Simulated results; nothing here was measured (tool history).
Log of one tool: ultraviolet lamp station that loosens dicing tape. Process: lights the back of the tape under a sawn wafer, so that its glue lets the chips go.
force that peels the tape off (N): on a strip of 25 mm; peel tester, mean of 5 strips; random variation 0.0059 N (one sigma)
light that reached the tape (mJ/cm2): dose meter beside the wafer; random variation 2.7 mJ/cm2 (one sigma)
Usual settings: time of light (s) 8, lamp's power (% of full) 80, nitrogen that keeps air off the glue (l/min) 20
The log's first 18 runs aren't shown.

run   hour  time of light (s)  lamp's power (% of full)  nitrogen that keeps air off the glue (l/min)  force that peels the tape off (N)  light that reached the tape (mJ/cm2)
 19  129.6                  8                        89                                            20                              0.175                                   328
 20  133.7                  8                        89                                            20                              0.179                                   329
 21  142.7                  8                        80                                            20                              0.214                                   297
 22  150.2                  4                        80                                            20                              0.771                                   149
 23  156.2                  5                        66                                            20                              0.756                                   146
 24  165.3                  5                        69                                            37                              0.493                                   156
 25  172.4                  8                        97                                            20                              0.160                                   354
 26  181.1                  8                        97                                            20                              0.154                                   352
 27  190.1                 12                        96                                             6                              0.180                                   527
 28  197.7                 12                        77                                            20                              0.127                                   414
 29  202.4                 12                        87                                             8                              0.185                                   472
 30  210.5                 12                        87                                             8                              0.187                                   469
     211.6  -- window cleaned of glue's vapour
 31  217.7                  7                        95                                            15                              0.318                                   274
 32  222.7                 13                        81                                            13                              0.147                                   434
 33  226.8                  9                        81                                            13                              0.285                                   306
 34  233.8                 16                        99                                            12                              0.119                                   650
 35  239.5                 16                        99                                            12                              0.112                                   651
 36  248.7                 10                        78                                            23                              0.170                                   324
 37  253.8                 14                        65                                            23                              0.147                                   375
 38  261.9                  8                        90                                            15                              0.271                                   292
     269.1  -- window cleaned of glue's vapour, once more
 39  269.1                  5                        80                                            20                              0.437                                   206
 40  275.4                  5                        80                                            20                              0.434                                   203
 41  279.6                  8                        84                                            23                              0.161                                   343
 42  288.9                 16                        60                                            20                              0.104                                   490
 43  293.5                 16                        60                                            20                              0.122                                   491

Forecast each of these 3 alternatives for the next run:
  A  302.8                  8                        65                                            20                                  ?                                     ?
  B  302.8                  7                        70                                            20                                  ?                                     ?
  C  302.8                  8                        66                                            20                                  ?                                     ?

run  force that peels the tape off (N)  light that reached the tape (mJ/cm2)
  A                              0.273                                   268
  B                              0.297                                   249
  C                              0.258                                   268
Without the tool's hidden state the same runs would have given:
run  force that peels the tape off (N)  light that reached the tape (mJ/cm2)
  A                              0.236                                   289
  B                              0.257                                   269
  C                              0.224                                   289
